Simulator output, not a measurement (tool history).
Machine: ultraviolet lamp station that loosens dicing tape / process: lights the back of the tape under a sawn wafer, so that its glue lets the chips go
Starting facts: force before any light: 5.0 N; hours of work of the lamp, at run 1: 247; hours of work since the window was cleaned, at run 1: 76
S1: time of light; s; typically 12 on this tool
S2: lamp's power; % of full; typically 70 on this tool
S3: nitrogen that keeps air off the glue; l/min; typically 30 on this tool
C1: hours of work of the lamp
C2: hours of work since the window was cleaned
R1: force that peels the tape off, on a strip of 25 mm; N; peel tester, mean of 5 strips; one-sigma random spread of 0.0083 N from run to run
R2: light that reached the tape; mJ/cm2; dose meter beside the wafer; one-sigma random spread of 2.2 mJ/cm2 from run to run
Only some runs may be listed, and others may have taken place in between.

run   hour  S1  S2  S3   C1   C2     R1   R2
  1      0  12  70  30  247   76  0.365  180
  2   10.9  12  70  30  254   83  0.392  179
  3   23.3  12  70  30  263   92  0.389  176
  4   33.6  12  70  39  270   99  0.348  177
  5   48.3  12  70  39  281  109  0.341  174
  6   59.6  12  76  30  289  117   0.34  193
  7   65.8  12  61  30  293  122  0.469  154
  8   80.4  12  61  30  303  132  0.495  155
  9   87.2  12  70  13  308  137  0.567  181
 10   99.4  12  70  30  316  145  0.399  176
 11  106.5  12  70  21  321  150  0.457  172
 12  115.9  12  70  30  328  157  0.392  176
 13  124.3  12  70  30  334  163  0.404  177
     125.6  -- window cleaned of glue's vapour
 14  139.7  12  70  30  344   10  0.408  172
 15  146.9  12  70  30  349   15  0.417  168
 16  160.1  12  70  30  359   24  0.408  172
 17  167.8  12  70  30  364   30  0.411  169
     169.4  -- window cleaned of glue's vapour, once more
 18  182.3  12  70  30  374    9  0.402  178
 19  191.3  12  70  30  380   15  0.381  175
 20  202.2  12  70  30  388   23  0.376  179
 21  213.1  12  70  30  395   31  0.397  175
 22  220.8  12  70  30  401   36  0.405  177
 23  232.3   8  66  45  409   44  0.757  112
 24  238.9   8  66  45  413   49  0.776  108
 25  252.5   9  65  19  423   58  0.872  120
 26  263.7  12  65  30  431   66  0.456  159
 27  270.8   6  73  15  436   71  1.409   88
 28  279.7   8  97  16  442   77  0.597  157
 29  292.9   8  97  16  451   87  0.593  155
 30  299.9   8  97  16  456   91  0.609  158
 31  308.4  22  72  30  462   97  0.192  320
 32  315.5  22  72  30  467  102  0.192  323
 33  326.9  21  70  30  475  110  0.202  294
 34  338.3   7  72  40  483  118  0.888  102
 35  350.6  16  86  23  492  127  0.218  277
 36  358.4  16  86  23  497  132  0.226  277
 37  369.1  16  86  29  505  140  0.203  273
 38  377.1  16  86  29  510  146  0.218  277
 39  390.2  12  94  13  519  155  0.377  225
 40  401.9   8  75  14  528  163   0.98  117
 41  412.4  10  85  30  535  170  0.422  167
 42  418.5  10  85  30  539  174  0.415  169
 43  431.7  11  69  21  549  184  0.609  150

Here are 4 independent what-if runs from the current tool condition. What would each one return?
  A  437.9  11  69  21  553  188   ?   ?
  B  437.9  12  70  10  553  188   ?   ?
  C  437.9   9  91  13  553  188   ?   ?
  D  437.9  11  94  44  553  188   ?   ?

run     R1   R2
  A  0.571  151
  B  0.697  164
  C  0.636  160
  D  0.284  201
Without the tool's unlogged condition, the same runs would have read:
run     R1   R2
  A  0.431  176
  B  0.529  192
  C  0.483  187
  D  0.235  235

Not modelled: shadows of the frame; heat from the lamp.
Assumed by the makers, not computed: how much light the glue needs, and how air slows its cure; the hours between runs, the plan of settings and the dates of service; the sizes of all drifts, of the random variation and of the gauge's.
